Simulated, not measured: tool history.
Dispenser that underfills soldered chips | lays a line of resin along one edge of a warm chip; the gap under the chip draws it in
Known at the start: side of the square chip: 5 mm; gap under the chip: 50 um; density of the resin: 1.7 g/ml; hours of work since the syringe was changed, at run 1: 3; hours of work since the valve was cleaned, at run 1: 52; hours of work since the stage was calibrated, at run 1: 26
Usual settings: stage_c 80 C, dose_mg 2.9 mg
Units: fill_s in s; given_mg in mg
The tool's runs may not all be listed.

| run | hour | stage_c | dose_mg | hours of work since the syringe was changed | hours of work since the valve was cleaned | hours of work since the stage was calibrated | fill_s | given_mg |
|---|---|---|---|---|---|---|---|---|
| 1 | 0 | 80 | 2.9 | 3 | 52 | 26 | 14.1 | 2.77 |
| 2 | 6.5 | 78 | 2.9 | 8 | 56 | 31 | 20.4 | 2.76 |
| 3 | 9.8 | 78 | 2.9 | 10 | 59 | 33 | 23.9 | 2.76 |
|  | 10.7 | new syringe of resin |
| 4 | 14.4 | 78 | 2.9 | 3 | 62 | 37 | 15.6 | 2.71 |
| 5 | 20.2 | 78 | 2.9 | 7 | 66 | 41 | 19.9 | 2.73 |
|  | 25.7 | new syringe of resin |
| 6 | 26.4 | 80 | 3.65 | 0 | 71 | 45 | 11.9 | 3.42 |
| 7 | 30.5 | 80 | 3.65 | 3 | 74 | 48 | 14.2 | 3.44 |
| 8 | 34.3 | 80 | 3.65 | 6 | 76 | 51 | 17.7 | 3.4 |
| 9 | 39.3 | 80 | 2.9 | 10 | 80 | 55 | 22.4 | 2.68 |
|  | 40.7 | new syringe of resin |
| 10 | 46.3 | 80 | 2.9 | 4 | 85 | 59 | 14.8 | 2.66 |
| 11 | 49.2 | 80 | 2.61 | 6 | 87 | 62 | 18.7 | 2.43 |
| 12 | 52.4 | 80 | 2.61 | 9 | 90 | 64 | 21.7 | 2.4 |
|  | 55.8 | new syringe of resin |
| 13 | 58.5 | 80 | 2.61 | 2 | 94 | 68 | 15 | 2.41 |
|  | 62.7 | dispensing valve cleaned and set on the balance |
| 14 | 65.9 | 80 | 2.9 | 7 | 2 | 73 | 18.2 | 2.87 |
| 15 | 71.2 | 80 | 2.9 | 11 | 6 | 77 | 22.9 | 2.92 |
|  | 72 | new syringe of resin |
| 16 | 78 | 80 | 3.43 | 4 | 11 | 82 | 15.4 | 3.37 |
| 17 | 81.1 | 80 | 2.9 | 7 | 13 | 84 | 18.4 | 2.89 |
| 18 | 84.1 | 80 | 2.6 | 9 | 15 | 86 | 21.8 | 2.54 |
|  | 87.4 | new syringe of resin |
| 19 | 89.3 | 79 | 2.62 | 1 | 19 | 90 | 14.2 | 2.6 |
| 20 | 96 | 79 | 3.19 | 6 | 24 | 95 | 17.7 | 3.12 |
| 21 | 98.9 | 89 | 3.35 | 8 | 26 | 97 | 13.5 | 3.27 |
|  | 102.5 | new syringe of resin |
| 22 | 106.1 | 79 | 2.56 | 3 | 31 | 102 | 15.1 | 2.5 |
| 23 | 111.7 | 68 | 2.65 | 7 | 35 | 106 | 28.8 | 2.57 |
| 24 | 116.9 | 68 | 2.57 | 11 | 39 | 110 | 37.1 | 2.49 |
|  | 117.9 | new syringe of resin |
| 25 | 124.4 | 73 | 3.26 | 5 | 44 | 115 | 21.3 | 3.14 |
| 26 | 127.5 | 84 | 2.57 | 7 | 47 | 117 | 17.1 | 2.47 |
|  | 132.8 | new syringe of resin |
| 27 | 133.4 | 84 | 2.57 | 0 | 51 | 121 | 10.9 | 2.47 |
| 28 | 136.8 | 75 | 2.9 | 3 | 53 | 124 | 17.2 | 2.79 |
| 29 | 141.7 | 75 | 2.9 | 7 | 57 | 127 | 22.4 | 2.79 |
|  | 147.7 | new syringe of resin |
| 30 | 148.7 | 73 | 2.94 | 1 | 62 | 132 | 16.9 | 2.76 |
| 31 | 152 | 87 | 3.53 | 3 | 64 | 135 | 11.2 | 3.34 |
| 32 | 155.7 | 73 | 3.47 | 6 | 67 | 138 | 22.2 | 3.26 |
| 33 | 159.1 | 83 | 3.47 | 8 | 69 | 140 | 18 | 3.27 |
|  | 162.7 | new syringe of resin |
| 34 | 166.6 | 67 | 2.98 | 3 | 75 | 145 | 24.3 | 2.79 |
| 35 | 171.2 | 67 | 2.98 | 6 | 78 | 149 | 30.5 | 2.81 |
|  | 177.7 | new syringe of resin |
| 36 | 177.8 | 69 | 2.98 | 0 | 83 | 153 | 18.7 | 2.76 |

3 ways to go on from here, each from the tool as it stands after run 36. What would each give?
| A | 181.7 | 90 | 2.91 | 3 | 86 | 156 | ? | ? |
| B | 181.7 | 69 | 2.75 | 3 | 86 | 156 | ? | ? |
| C | 181.7 | 92 | 3.48 | 3 | 86 | 156 | ? | ? |

| run | fill_s | given_mg |
|---|---|---|
| A | 10.6 | 2.7 |
| B | 23.3 | 2.55 |
| C | 10.1 | 3.23 |
Without the tool's hidden state the same runs would have given:
| run | fill_s | given_mg |
|---|---|---|
| A | 8.4 | 2.91 |
| B | 18.1 | 2.74 |
| C | 8.2 | 3.48 |
